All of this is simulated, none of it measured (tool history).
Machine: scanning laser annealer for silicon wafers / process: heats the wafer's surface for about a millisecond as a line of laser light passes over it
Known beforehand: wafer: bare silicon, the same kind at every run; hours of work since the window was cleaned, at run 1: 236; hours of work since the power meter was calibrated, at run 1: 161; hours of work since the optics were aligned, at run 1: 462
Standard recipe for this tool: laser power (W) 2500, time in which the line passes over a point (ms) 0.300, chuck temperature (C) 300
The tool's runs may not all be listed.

| run | day | laser power (W) | time in which the line passes over a point (ms) | chuck temperature (C) | hours of work since the window was cleaned | hours of work since the power meter was calibrated | hours of work since the optics were aligned | highest temperature of the surface (C) |
|---|---|---|---|---|---|---|---|---|
| 1 | 0.000 | 2500 | 0.300 | 300 | 236 | 161 | 462 | 1003 |
| 2 | 1.042 | 2500 | 0.300 | 300 | 248 | 173 | 474 | 1000 |
| 3 | 2.242 | 2670 | 0.300 | 300 | 263 | 187 | 489 | 1045 |
| 4 | 3.829 | 2670 | 0.300 | 300 | 282 | 206 | 508 | 1046 |
| 5 | 5.829 | 2373 | 0.300 | 300 | 306 | 230 | 532 | 971 |
| 6 | 7.208 | 2373 | 0.300 | 314 | 322 | 247 | 548 | 981 |
|  | 8.958 | window over the wafer cleaned |
| 7 | 9.571 | 2500 | 0.300 | 300 | 7 | 274 | 575 | 1002 |
| 8 | 11.567 | 2500 | 0.300 | 300 | 31 | 298 | 599 | 1002 |
| 9 | 12.954 | 2500 | 0.300 | 300 | 48 | 315 | 616 | 1003 |
| 10 | 15.175 | 2500 | 0.300 | 300 | 74 | 341 | 642 | 1003 |
| 11 | 16.842 | 2592 | 0.300 | 300 | 94 | 361 | 662 | 1029 |
| 12 | 18.317 | 2500 | 0.300 | 300 | 112 | 379 | 680 | 1001 |
| 13 | 19.492 | 2500 | 0.348 | 300 | 126 | 393 | 694 | 1062 |
| 14 | 21.371 | 2500 | 0.348 | 300 | 149 | 415 | 716 | 1064 |
| 15 | 23.304 | 2500 | 0.348 | 300 | 172 | 438 | 740 | 1062 |
| 16 | 25.638 | 2500 | 0.300 | 287 | 200 | 466 | 768 | 988 |
| 17 | 27.675 | 2500 | 0.300 | 300 | 224 | 491 | 792 | 1001 |
| 18 | 29.792 | 2500 | 0.300 | 300 | 249 | 516 | 817 | 1001 |
| 19 | 30.825 | 2500 | 0.216 | 300 | 262 | 528 | 830 | 885 |
| 20 | 31.929 | 2500 | 0.216 | 300 | 275 | 542 | 843 | 887 |
| 21 | 33.546 | 2500 | 0.216 | 300 | 294 | 561 | 862 | 888 |
| 22 | 35.504 | 2500 | 0.216 | 300 | 318 | 584 | 886 | 887 |
|  | 37.725 | window over the wafer cleaned |
| 23 | 37.725 | 2466 | 0.224 | 276 | 0 | 610 | 911 | 867 |
| 24 | 38.825 | 2170 | 0.323 | 263 | 13 | 623 | 924 | 906 |
| 25 | 40.779 | 2500 | 0.344 | 262 | 37 | 647 | 948 | 1017 |
| 26 | 42.058 | 2533 | 0.294 | 260 | 52 | 662 | 963 | 962 |
| 27 | 43.633 | 2533 | 0.294 | 260 | 71 | 681 | 982 | 964 |
| 28 | 44.821 | 2708 | 0.242 | 326 | 85 | 695 | 996 | 996 |
| 29 | 46.288 | 2708 | 0.242 | 326 | 103 | 713 | 1014 | 999 |
| 30 | 47.908 | 2409 | 0.344 | 300 | 122 | 732 | 1033 | 1033 |
| 31 | 50.046 | 2263 | 0.334 | 339 | 147 | 757 | 1059 | 1020 |
| 32 | 52.258 | 2293 | 0.285 | 311 | 174 | 784 | 1085 | 939 |
| 33 | 54.600 | 2730 | 0.300 | 331 | 202 | 812 | 1113 | 1093 |
| 34 | 55.888 | 2382 | 0.215 | 319 | 217 | 827 | 1129 | 880 |
| 35 | 56.996 | 2740 | 0.300 | 286 | 231 | 841 | 1142 | 1048 |
| 36 | 57.975 | 2500 | 0.300 | 280 | 242 | 852 | 1153 | 981 |
| 37 | 60.271 | 2666 | 0.247 | 329 | 270 | 880 | 1181 | 999 |
| 38 | 62.521 | 2500 | 0.300 | 303 | 297 | 907 | 1208 | 1005 |
| 39 | 63.650 | 2500 | 0.300 | 303 | 310 | 920 | 1221 | 1004 |
| 40 | 65.754 | 2173 | 0.234 | 322 | 335 | 945 | 1247 | 858 |
|  | 66.496 | window over the wafer cleaned |
| 41 | 66.892 | 2478 | 0.234 | 336 | 5 | 958 | 1259 | 946 |

What if the next run were any one of these 4? Each begins from the tool's condition after run 41:
| A | 68.617 | 2478 | 0.234 | 273 | 25 | 979 | 1280 | ? |
| B | 68.617 | 2478 | 0.256 | 336 | 25 | 979 | 1280 | ? |
| C | 68.617 | 2437 | 0.269 | 285 | 25 | 979 | 1280 | ? |
| D | 68.617 | 2484 | 0.275 | 313 | 25 | 979 | 1280 | ? |

| run | highest temperature of the surface (C) |
|---|---|
| A | 885 |
| B | 969 |
| C | 932 |
| D | 977 |
Had the tool no hidden state, the same runs would have come out as:
| run | highest temperature of the surface (C) |
|---|---|
| A | 886 |
| B | 970 |
| C | 932 |
| D | 977 |

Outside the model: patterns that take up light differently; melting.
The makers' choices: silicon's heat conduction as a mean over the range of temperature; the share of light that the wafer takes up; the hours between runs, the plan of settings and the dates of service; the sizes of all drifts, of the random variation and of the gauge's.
